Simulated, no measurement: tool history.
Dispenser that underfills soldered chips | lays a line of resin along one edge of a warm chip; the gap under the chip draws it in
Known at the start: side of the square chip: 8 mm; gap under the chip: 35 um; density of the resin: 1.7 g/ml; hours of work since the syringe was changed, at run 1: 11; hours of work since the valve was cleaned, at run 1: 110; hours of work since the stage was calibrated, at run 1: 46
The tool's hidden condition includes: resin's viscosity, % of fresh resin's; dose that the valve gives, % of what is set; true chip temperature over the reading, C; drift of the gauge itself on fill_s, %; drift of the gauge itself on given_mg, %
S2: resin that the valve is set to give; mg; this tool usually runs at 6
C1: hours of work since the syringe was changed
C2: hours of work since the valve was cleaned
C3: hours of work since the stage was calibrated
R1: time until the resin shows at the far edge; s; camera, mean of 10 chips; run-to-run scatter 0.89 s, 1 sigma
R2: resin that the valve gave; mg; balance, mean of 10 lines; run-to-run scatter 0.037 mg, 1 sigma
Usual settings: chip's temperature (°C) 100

Run 1, day 0: usual settings; C1 11; C2 110; C3 46. Result: R1 220.3 s, R2 5.59 mg.
At day 0.104: new syringe of resin.
Run 2, day 0.171: usual settings; C1 1; C2 113; C3 49. Result: R1 95.1 s, R2 5.56 mg.
Run 3, day 0.296: usual settings; C1 3; C2 115; C3 51. Result: R1 114.4 s, R2 5.55 mg.
Run 4, day 0.488: usual settings; C1 6; C2 118; C3 54. Result: R1 153 s, R2 5.5 mg.
Run 5, day 0.583: usual settings but S2 5.98 mg; C1 8; C2 120; C3 56. Result: R1 177.4 s, R2 5.45 mg.
Run 6, day 0.742: usual settings but chip's temperature (°C) 107; C1 11; C2 122; C3 59. Result: R1 167.9 s, R2 5.56 mg.
At day 0.833: new syringe of resin.
Run 7, day 0.875: usual settings but chip's temperature (°C) 98; C1 1; C2 124; C3 61. Result: R1 101.3 s, R2 5.54 mg.
Run 8, day 1.054: usual settings; C1 4; C2 127; C3 64. Result: R1 121.1 s, R2 5.49 mg.
Run 9, day 1.204: usual settings; C1 6; C2 130; C3 66. Result: R1 153.3 s, R2 5.46 mg.
Run 10, day 1.362: usual settings; C1 9; C2 133; C3 69. Result: R1 195.6 s, R2 5.53 mg.
Run 11, day 1.442: usual settings but chip's temperature (°C) 97, S2 5.78 mg; C1 10; C2 134; C3 70. Result: R1 246.5 s, R2 5.26 mg.
At day 1.567: new syringe of resin.
Run 12, day 1.642: usual settings but chip's temperature (°C) 97, S2 5.78 mg; C1 1; C2 137; C3 73. Result: R1 111.8 s, R2 5.24 mg.
Run 13, day 1.817: usual settings but chip's temperature (°C) 109, S2 5.55 mg; C1 4; C2 140; C3 76. Result: R1 90 s, R2 5.05 mg.
Run 14, day 1.967: usual settings but chip's temperature (°C) 89, S2 7.58 mg; C1 7; C2 143; C3 79. Result: R1 250.2 s, R2 6.92 mg.
Run 15, day 2.138: usual settings but chip's temperature (°C) 89, S2 7.58 mg; C1 10; C2 145; C3 82. Result: R1 321.9 s, R2 6.92 mg.
Run 16, day 2.25: usual settings but chip's temperature (°C) 104, S2 5.8 mg; C1 11; C2 147; C3 84. Result: R1 208.2 s, R2 5.27 mg.
At day 2.296: new syringe of resin.
Run 17, day 2.358: usual settings but chip's temperature (°C) 115, S2 6.15 mg; C1 1; C2 149; C3 85. Result: R1 51.4 s, R2 5.58 mg.

What if the next run were any one of these 4? Each begins from the tool's condition after run 17:
At day 2.45: dispensing valve cleaned and set on the balance.
Run A, day 2.558: usual settings but chip's temperature (°C) 109, S2 6.65 mg; C1 4; C2 2; C3 88. Result: R1 ?, R2 ?.
At day 2.45: dispensing valve cleaned and set on the balance.
Run B, day 2.558: usual settings but chip's temperature (°C) 103; C1 4; C2 2; C3 88. Result: R1 ?, R2 ?.
At day 2.45: dispensing valve cleaned and set on the balance.
Run C, day 2.558: usual settings but S2 5.23 mg; C1 4; C2 2; C3 88. Result: R1 ?, R2 ?.
At day 2.45: dispensing valve cleaned and set on the balance.
Run D, day 2.558: usual settings but chip's temperature (°C) 97, S2 6.48 mg; C1 4; C2 2; C3 88. Result: R1 ?, R2 ?.

run     R1    R2
  A   80.7  6.61
  B  106.3  6.01
  C  120.4  5.28
  D  132.9  6.49
Without the tool's unlogged condition, the same runs would have read:
run    R1    R2
  A  58.1  6.63
  B  76.3  6.02
  C  86.5  5.29
  D  95.4   6.5

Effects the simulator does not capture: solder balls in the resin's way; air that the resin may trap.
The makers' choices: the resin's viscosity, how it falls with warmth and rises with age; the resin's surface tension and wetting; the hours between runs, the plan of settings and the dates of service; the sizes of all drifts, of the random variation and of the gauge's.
